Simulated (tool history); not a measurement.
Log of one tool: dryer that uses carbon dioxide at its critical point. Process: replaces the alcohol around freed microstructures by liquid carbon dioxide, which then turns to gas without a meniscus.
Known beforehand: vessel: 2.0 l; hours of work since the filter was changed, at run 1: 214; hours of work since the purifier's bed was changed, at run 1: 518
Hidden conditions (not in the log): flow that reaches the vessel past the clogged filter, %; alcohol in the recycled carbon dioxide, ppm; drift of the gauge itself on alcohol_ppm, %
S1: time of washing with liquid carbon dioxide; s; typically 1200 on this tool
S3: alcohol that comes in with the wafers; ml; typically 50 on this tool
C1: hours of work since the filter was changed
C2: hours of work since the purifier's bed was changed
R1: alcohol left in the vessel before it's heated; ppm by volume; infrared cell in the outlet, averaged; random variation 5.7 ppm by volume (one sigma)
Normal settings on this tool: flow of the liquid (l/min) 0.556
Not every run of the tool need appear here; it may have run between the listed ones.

run 1 hour=0 | S1=1200 flow_of_the_liquid_(l/min)=0.556 S3=50 | C1=214 C2=518 | R1=248
run 2 hour=14.8 | S1=1200 flow_of_the_liquid_(l/min)=0.556 S3=50 | C1=223 C2=528 | R1=235
run 3 hour=29.7 | S1=1140 flow_of_the_liquid_(l/min)=0.556 S3=50 | C1=233 C2=537 | R1=312
run 4 hour=41 | S1=1140 flow_of_the_liquid_(l/min)=0.556 S3=50 | C1=241 C2=545 | R1=320
run 5 hour=62.3 | S1=900 flow_of_the_liquid_(l/min)=0.556 S3=50 | C1=255 C2=559 | R1=774
run 6 hour=79.4 | S1=900 flow_of_the_liquid_(l/min)=0.495 S3=50 | C1=266 C2=570 | R1=1126
run 7 hour=100.6 | S1=1200 flow_of_the_liquid_(l/min)=0.537 S3=50 | C1=280 C2=584 | R1=307
run 8 hour=121.9 | S1=1200 flow_of_the_liquid_(l/min)=0.593 S3=50 | C1=294 C2=598 | R1=213
run 9 hour=140.2 | S1=1200 flow_of_the_liquid_(l/min)=0.593 S3=50 | C1=306 C2=610 | R1=211
run 10 hour=154 | S1=1200 flow_of_the_liquid_(l/min)=0.593 S3=68 | C1=315 C2=619 | R1=285
run 11 hour=168.8 | S1=1200 flow_of_the_liquid_(l/min)=0.812 S3=68 | C1=325 C2=629 | R1=75
run 12 hour=181.8 | S1=1200 flow_of_the_liquid_(l/min)=0.812 S3=68 | C1=333 C2=638 | R1=85
run 13 hour=202.3 | S1=1200 flow_of_the_liquid_(l/min)=0.812 S3=68 | C1=347 C2=651 | R1=82
run 14 hour=220.7 | S1=1200 flow_of_the_liquid_(l/min)=0.812 S3=68 | C1=359 C2=663 | R1=86
run 15 hour=239.7 | S1=1200 flow_of_the_liquid_(l/min)=0.556 S3=104 | C1=371 C2=676 | R1=580
run 16 hour=261.8 | S1=1680 flow_of_the_liquid_(l/min)=0.556 S3=104 | C1=386 C2=690 | R1=123
run 17 hour=279.1 | S1=1680 flow_of_the_liquid_(l/min)=0.556 S3=56 | C1=397 C2=702 | R1=76
run 18 hour=295.5 | S1=1680 flow_of_the_liquid_(l/min)=0.556 S3=56 | C1=408 C2=712 | R1=83
run 19 hour=310.5 | S1=1680 flow_of_the_liquid_(l/min)=0.556 S3=56 | C1=418 C2=722 | R1=79
run 20 hour=325.4 | S1=1200 flow_of_the_liquid_(l/min)=0.556 S3=50 | C1=428 C2=732 | R1=311
run 21 hour=346.2 | S1=1200 flow_of_the_liquid_(l/min)=0.693 S3=50 | C1=442 C2=746 | R1=131
-- hour=357 inlet filter changed
run 22 hour=365.7 | S1=1200 flow_of_the_liquid_(l/min)=0.693 S3=50 | C1=6 C2=758 | R1=92
run 23 hour=381.5 | S1=960 flow_of_the_liquid_(l/min)=0.446 S3=48 | C1=16 C2=768 | R1=1028
run 24 hour=405 | S1=960 flow_of_the_liquid_(l/min)=0.446 S3=48 | C1=32 C2=784 | R1=1048
run 25 hour=424.1 | S1=1260 flow_of_the_liquid_(l/min)=0.446 S3=41 | C1=44 C2=797 | R1=367
run 26 hour=446.2 | S1=840 flow_of_the_liquid_(l/min)=0.394 S3=50 | C1=59 C2=811 | R1=2186
run 27 hour=460.4 | S1=840 flow_of_the_liquid_(l/min)=0.394 S3=56 | C1=68 C2=820 | R1=2457
run 28 hour=480 | S1=840 flow_of_the_liquid_(l/min)=0.556 S3=50 | C1=81 C2=833 | R1=894
run 29 hour=496.4 | S1=840 flow_of_the_liquid_(l/min)=0.624 S3=22 | C1=92 C2=844 | R1=291
run 30 hour=517.2 | S1=1200 flow_of_the_liquid_(l/min)=0.666 S3=25 | C1=106 C2=858 | R1=87
run 31 hour=540.2 | S1=1200 flow_of_the_liquid_(l/min)=0.554 S3=64 | C1=121 C2=873 | R1=311
run 32 hour=562 | S1=1740 flow_of_the_liquid_(l/min)=0.531 S3=29 | C1=135 C2=887 | R1=58
run 33 hour=572 | S1=1740 flow_of_the_liquid_(l/min)=0.531 S3=29 | C1=142 C2=894 | R1=58
run 34 hour=587.2 | S1=780 flow_of_the_liquid_(l/min)=0.531 S3=29 | C1=152 C2=904 | R1=779
run 35 hour=602.5 | S1=780 flow_of_the_liquid_(l/min)=0.531 S3=29 | C1=162 C2=914 | R1=811
run 36 hour=612 | S1=780 flow_of_the_liquid_(l/min)=0.531 S3=72 | C1=168 C2=920 | R1=1882
run 37 hour=627.9 | S1=1860 flow_of_the_liquid_(l/min)=0.5 S3=50 | C1=179 C2=931 | R1=81
run 38 hour=649.9 | S1=1860 flow_of_the_liquid_(l/min)=0.5 S3=50 | C1=193 C2=945 | R1=80
run 39 hour=664 | S1=1860 flow_of_the_liquid_(l/min)=0.37 S3=77 | C1=202 C2=955 | R1=322
run 40 hour=675.2 | S1=1080 flow_of_the_liquid_(l/min)=0.37 S3=63 | C1=210 C2=962 | R1=1832
run 41 hour=684.6 | S1=1200 flow_of_the_liquid_(l/min)=0.556 S3=21 | C1=216 C2=968 | R1=144
run 42 hour=700.5 | S1=1200 flow_of_the_liquid_(l/min)=0.556 S3=21 | C1=226 C2=979 | R1=136
run 43 hour=723.3 | S1=1200 flow_of_the_liquid_(l/min)=0.556 S3=21 | C1=241 C2=994 | R1=151

Each row is a separate what-if for the run after 43, all from the same tool condition, not one after another. Results?
run A hour=734.6 | S1=1020 flow_of_the_liquid_(l/min)=0.477 S3=50 | C1=249 C2=1001 | R1=?
run B hour=734.6 | S1=1620 flow_of_the_liquid_(l/min)=0.434 S3=98 | C1=249 C2=1001 | R1=?
run C hour=734.6 | S1=1200 flow_of_the_liquid_(l/min)=0.556 S3=50 | C1=249 C2=1001 | R1=?
run D hour=734.6 | S1=1200 flow_of_the_liquid_(l/min)=0.556 S3=62 | C1=249 C2=1001 | R1=?
run E hour=734.6 | S1=1200 flow_of_the_liquid_(l/min)=0.581 S3=65 | C1=249 C2=1001 | R1=?

run=A R1=848
run=B R1=382
run=C R1=283
run=D R1=351
run=E R1=290
Stripped of hidden state, with their random variation kept, the same runs would have yielded:
run=A R1=674
run=B R1=264
run=C R1=192
run=D R1=243
run=E R1=193

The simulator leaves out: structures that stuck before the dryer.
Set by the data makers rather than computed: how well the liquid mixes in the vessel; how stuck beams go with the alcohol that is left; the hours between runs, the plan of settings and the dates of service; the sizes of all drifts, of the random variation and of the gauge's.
